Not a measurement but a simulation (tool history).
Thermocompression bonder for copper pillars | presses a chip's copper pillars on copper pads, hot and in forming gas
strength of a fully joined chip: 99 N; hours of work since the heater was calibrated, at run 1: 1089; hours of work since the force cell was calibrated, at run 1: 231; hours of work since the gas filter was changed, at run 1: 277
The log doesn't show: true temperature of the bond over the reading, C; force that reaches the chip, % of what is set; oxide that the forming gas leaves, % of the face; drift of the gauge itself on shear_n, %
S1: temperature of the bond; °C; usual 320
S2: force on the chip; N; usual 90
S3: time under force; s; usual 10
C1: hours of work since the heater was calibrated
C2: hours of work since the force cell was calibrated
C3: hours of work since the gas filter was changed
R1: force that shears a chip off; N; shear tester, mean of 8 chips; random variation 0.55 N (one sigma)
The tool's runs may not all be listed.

{"run": 1, "hour": 0.0, "S1": 320, "S2": 90, "S3": 10, "C1": 1089, "C2": 231, "C3": 277, "R1": 69.6}
{"hour": 2.9, "done": "forming gas filter changed"}
{"run": 2, "hour": 42.8, "S1": 320, "S2": 90, "S3": 10, "C1": 1117, "C2": 259, "C3": 26, "R1": 72.6}
{"run": 3, "hour": 64.1, "S1": 320, "S2": 90, "S3": 10, "C1": 1131, "C2": 273, "C3": 40, "R1": 72.8}
{"run": 4, "hour": 113.8, "S1": 320, "S2": 90, "S3": 10, "C1": 1164, "C2": 306, "C3": 73, "R1": 72.5}
{"run": 5, "hour": 157.1, "S1": 320, "S2": 90, "S3": 9, "C1": 1192, "C2": 335, "C3": 102, "R1": 69.2}
{"run": 6, "hour": 201.7, "S1": 320, "S2": 90, "S3": 10, "C1": 1222, "C2": 364, "C3": 131, "R1": 71.5}
{"run": 7, "hour": 222.0, "S1": 320, "S2": 90, "S3": 10, "C1": 1235, "C2": 377, "C3": 145, "R1": 71.6}
{"run": 8, "hour": 243.2, "S1": 320, "S2": 90, "S3": 10, "C1": 1249, "C2": 391, "C3": 159, "R1": 71.5}
{"run": 9, "hour": 285.8, "S1": 320, "S2": 90, "S3": 10, "C1": 1277, "C2": 420, "C3": 187, "R1": 70.7}
{"run": 10, "hour": 327.3, "S1": 299, "S2": 90, "S3": 10, "C1": 1305, "C2": 447, "C3": 214, "R1": 63.5}
{"run": 11, "hour": 373.7, "S1": 299, "S2": 90, "S3": 10, "C1": 1335, "C2": 478, "C3": 245, "R1": 62.7}
{"run": 12, "hour": 401.7, "S1": 320, "S2": 69, "S3": 10, "C1": 1354, "C2": 496, "C3": 264, "R1": 58.0}
{"hour": 427.0, "done": "forming gas filter changed"}
{"run": 13, "hour": 439.6, "S1": 320, "S2": 69, "S3": 10, "C1": 1379, "C2": 521, "C3": 8, "R1": 60.7}
{"run": 14, "hour": 486.6, "S1": 320, "S2": 69, "S3": 12, "C1": 1410, "C2": 552, "C3": 39, "R1": 63.7}
{"run": 15, "hour": 521.6, "S1": 300, "S2": 65, "S3": 10, "C1": 1433, "C2": 575, "C3": 63, "R1": 49.3}
{"run": 16, "hour": 558.5, "S1": 294, "S2": 73, "S3": 10, "C1": 1457, "C2": 599, "C3": 87, "R1": 52.4}
{"run": 17, "hour": 592.3, "S1": 294, "S2": 73, "S3": 10, "C1": 1479, "C2": 622, "C3": 109, "R1": 52.0}
{"run": 18, "hour": 626.6, "S1": 298, "S2": 73, "S3": 10, "C1": 1502, "C2": 644, "C3": 132, "R1": 52.8}
{"run": 19, "hour": 676.2, "S1": 298, "S2": 73, "S3": 10, "C1": 1535, "C2": 677, "C3": 165, "R1": 53.3}
{"run": 20, "hour": 726.1, "S1": 298, "S2": 73, "S3": 10, "C1": 1568, "C2": 710, "C3": 198, "R1": 52.8}
{"run": 21, "hour": 747.1, "S1": 322, "S2": 88, "S3": 10, "C1": 1582, "C2": 724, "C3": 212, "R1": 71.3}
{"hour": 770.3, "done": "heater calibrated with a thermocouple chip"}
{"run": 22, "hour": 794.8, "S1": 304, "S2": 92, "S3": 13, "C1": 16, "C2": 754, "C3": 242, "R1": 68.4}
{"run": 23, "hour": 838.4, "S1": 314, "S2": 81, "S3": 10, "C1": 45, "C2": 783, "C3": 271, "R1": 62.5}
{"hour": 853.3, "done": "forming gas filter changed"}
{"run": 24, "hour": 864.1, "S1": 306, "S2": 82, "S3": 10, "C1": 62, "C2": 800, "C3": 7, "R1": 62.7}
{"run": 25, "hour": 885.1, "S1": 349, "S2": 122, "S3": 10, "C1": 75, "C2": 814, "C3": 21, "R1": 92.3}
{"run": 26, "hour": 921.3, "S1": 349, "S2": 122, "S3": 10, "C1": 99, "C2": 838, "C3": 45, "R1": 92.0}

4 ways to go on from here, each from the tool as it stands after run 26. What would each give?
{"run": "A", "hour": 950.2, "S1": 336, "S2": 90, "S3": 10, "C1": 119, "C2": 857, "C3": 64, "R1": "?"}
{"run": "B", "hour": 950.2, "S1": 320, "S2": 54, "S3": 8, "C1": 119, "C2": 857, "C3": 64, "R1": "?"}
{"run": "C", "hour": 950.2, "S1": 338, "S2": 61, "S3": 15, "C1": 119, "C2": 857, "C3": 64, "R1": "?"}
{"run": "D", "hour": 950.2, "S1": 315, "S2": 122, "S3": 10, "C1": 119, "C2": 857, "C3": 64, "R1": "?"}

run=A R1=76.3
run=B R1=42.3
run=C R1=64.6
run=D R1=84.0
Without the tool's hidden state the same runs would have given:
run=A R1=76.2
run=B R1=41.7
run=C R1=64.2
run=D R1=84.2
